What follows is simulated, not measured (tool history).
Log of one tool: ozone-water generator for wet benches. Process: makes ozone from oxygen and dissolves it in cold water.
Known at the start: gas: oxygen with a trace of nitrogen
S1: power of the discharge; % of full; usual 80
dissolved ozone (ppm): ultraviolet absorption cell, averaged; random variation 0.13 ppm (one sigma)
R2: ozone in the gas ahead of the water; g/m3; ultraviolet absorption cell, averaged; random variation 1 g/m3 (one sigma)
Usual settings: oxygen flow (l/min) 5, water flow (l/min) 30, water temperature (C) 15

Run 1, hour 0: usual settings. Result: dissolved ozone (ppm) 13.2, R2 176.3 g/m3.
Run 2, hour 90.2: usual settings. Result: dissolved ozone (ppm) 13.1, R2 176.9 g/m3.
Run 3, hour 163: usual settings but S1 70 % of full. Result: dissolved ozone (ppm) 12, R2 160.3 g/m3.
Run 4, hour 269.1: usual settings but S1 71 % of full. Result: dissolved ozone (ppm) 11.9, R2 161.2 g/m3.
Run 5, hour 335: usual settings but S1 71 % of full. Result: dissolved ozone (ppm) 12.1, R2 160.4 g/m3.
Run 6, hour 442.5: usual settings but S1 71 % of full. Result: dissolved ozone (ppm) 11.9, R2 162.2 g/m3.
Run 7, hour 529.6: usual settings but S1 71 % of full. Result: dissolved ozone (ppm) 12, R2 160.3 g/m3.
Run 8, hour 639.2: usual settings but S1 71 % of full. Result: dissolved ozone (ppm) 11.8, R2 162.2 g/m3.
Run 9, hour 694.8: usual settings but water temperature (C) 10. Result: dissolved ozone (ppm) 13.2, R2 173.1 g/m3.
Run 10, hour 743.4: usual settings but water temperature (C) 10. Result: dissolved ozone (ppm) 13.6, R2 175.6 g/m3.
Run 11, hour 819.4: usual settings but water flow (l/min) 41. Result: dissolved ozone (ppm) 9.1, R2 172.2 g/m3.
Run 12, hour 892.1: usual settings but water flow (l/min) 41. Result: dissolved ozone (ppm) 9.3, R2 173.8 g/m3.
Run 13, hour 973: usual settings but water flow (l/min) 41. Result: dissolved ozone (ppm) 9.2, R2 171.7 g/m3.
Run 14, hour 1050.9: usual settings but water flow (l/min) 41. Result: dissolved ozone (ppm) 9.2, R2 171.4 g/m3.
Run 15, hour 1098.6: usual settings but water flow (l/min) 41. Result: dissolved ozone (ppm) 9.4, R2 172.3 g/m3.
Run 16, hour 1202.9: usual settings but water flow (l/min) 46. Result: dissolved ozone (ppm) 8.2, R2 171.9 g/m3.
Run 17, hour 1311.7: usual settings but water flow (l/min) 46. Result: dissolved ozone (ppm) 8, R2 171.9 g/m3.
Run 18, hour 1414.2: usual settings but S1 46 % of full, oxygen flow (l/min) 6.54, water flow (l/min) 46. Result: dissolved ozone (ppm) 5.9, R2 103.3 g/m3.
At hour 1428.1: contactor cleaned.
Run 19, hour 1494.6: usual settings but S1 46 % of full, oxygen flow (l/min) 6.54, water flow (l/min) 46. Result: dissolved ozone (ppm) 5.8, R2 101.5 g/m3.
Run 20, hour 1597.1: usual settings but S1 82 % of full, oxygen flow (l/min) 3.15. Result: dissolved ozone (ppm) 10.5, R2 214.6 g/m3.
At hour 1627.1: contactor cleaned, once more.
Run 21, hour 1660.9: usual settings but S1 82 % of full, oxygen flow (l/min) 3.15. Result: dissolved ozone (ppm) 12.2, R2 216.5 g/m3.
Run 22, hour 1741.9: usual settings but S1 82 % of full, oxygen flow (l/min) 6.4, water temperature (C) 16. Result: dissolved ozone (ppm) 13.7, R2 152 g/m3.
Run 23, hour 1808.2: usual settings but water flow (l/min) 37, water temperature (C) 18. Result: dissolved ozone (ppm) 10.6, R2 167.6 g/m3.
Run 24, hour 1867.1: usual settings but oxygen flow (l/min) 8.93. Result: dissolved ozone (ppm) 14, R2 126.8 g/m3.
Run 25, hour 1963.6: usual settings but S1 99 % of full, water flow (l/min) 20. Result: dissolved ozone (ppm) 21.7, R2 194.7 g/m3.
Run 26, hour 2032: usual settings but S1 45 % of full, oxygen flow (l/min) 7.76, water flow (l/min) 24, water temperature (C) 22. Result: dissolved ozone (ppm) 9.9, R2 92 g/m3.
Run 27, hour 2088.1: usual settings but S1 48 % of full, oxygen flow (l/min) 8.84, water flow (l/min) 37, water temperature (C) 20. Result: dissolved ozone (ppm) 7.7, R2 89.9 g/m3.
At hour 2158.2: water thermometer calibrated.
Run 28, hour 2160.6: usual settings but S1 48 % of full, oxygen flow (l/min) 8.84, water flow (l/min) 37, water temperature (C) 20. Result: dissolved ozone (ppm) 8, R2 90.4 g/m3.
Run 29, hour 2209.6: usual settings but oxygen flow (l/min) 4.89, water temperature (C) 10. Result: dissolved ozone (ppm) 13.6, R2 169.4 g/m3.
Run 30, hour 2258: usual settings but S1 53 % of full. Result: dissolved ozone (ppm) 9.6, R2 126.9 g/m3.
Run 31, hour 2363.8: usual settings but S1 53 % of full. Result: dissolved ozone (ppm) 9.8, R2 127.3 g/m3.
Run 32, hour 2440.9: usual settings but S1 98 % of full, oxygen flow (l/min) 2.68, water temperature (C) 20. Result: dissolved ozone (ppm) 12.2, R2 258 g/m3.
Run 33, hour 2550.4: usual settings but water flow (l/min) 28. Result: dissolved ozone (ppm) 13.9, R2 163.4 g/m3.
Run 34, hour 2631.4: usual settings but water temperature (C) 9. Result: dissolved ozone (ppm) 13.6, R2 164.1 g/m3.

Some steps in dissolved ozone (ppm) between neighbouring runs. How much of each would the tool show without its hidden state too (settings, what came in, random variation), and how much is left for the hidden state, with any gauge scatter that isn't in both results?
The hidden state here: yield of the discharge, % of new electrodes'; contactor's efficiency, % of a clean one's; true water temperature over the reading, C; drift of the gauge itself on ozone_ppm, %; drift of the gauge itself on gas_g_m3, %.
Run 19 -> 20: S1 46 -> 82, oxygen flow (l/min) 6.54 -> 3.15, water flow (l/min) 46 -> 30. dissolved ozone (ppm) +4.7: hidden state -1.2, all else +5.9.
Run 20 -> 21: contactor cleaned, once more. dissolved ozone (ppm) +1.7: hidden state +1.7, all else +0.
Run 24 -> 25: S1 80 -> 99, oxygen flow (l/min) 8.93 -> 5, water flow (l/min) 30 -> 20. dissolved ozone (ppm) +7.7: hidden state -0.6, all else +8.3.
Run 25 -> 26: S1 99 -> 45, oxygen flow (l/min) 5 -> 7.76, water flow (l/min) 20 -> 24, water temperature (C) 15 -> 22. dissolved ozone (ppm) -11.8: hidden state +1.1, all else -12.9.
Run 28 -> 29: S1 48 -> 80, oxygen flow (l/min) 8.84 -> 4.89, water flow (l/min) 37 -> 30, water temperature (C) 20 -> 10. dissolved ozone (ppm) +5.6: hidden state -0.6, all else +6.2.
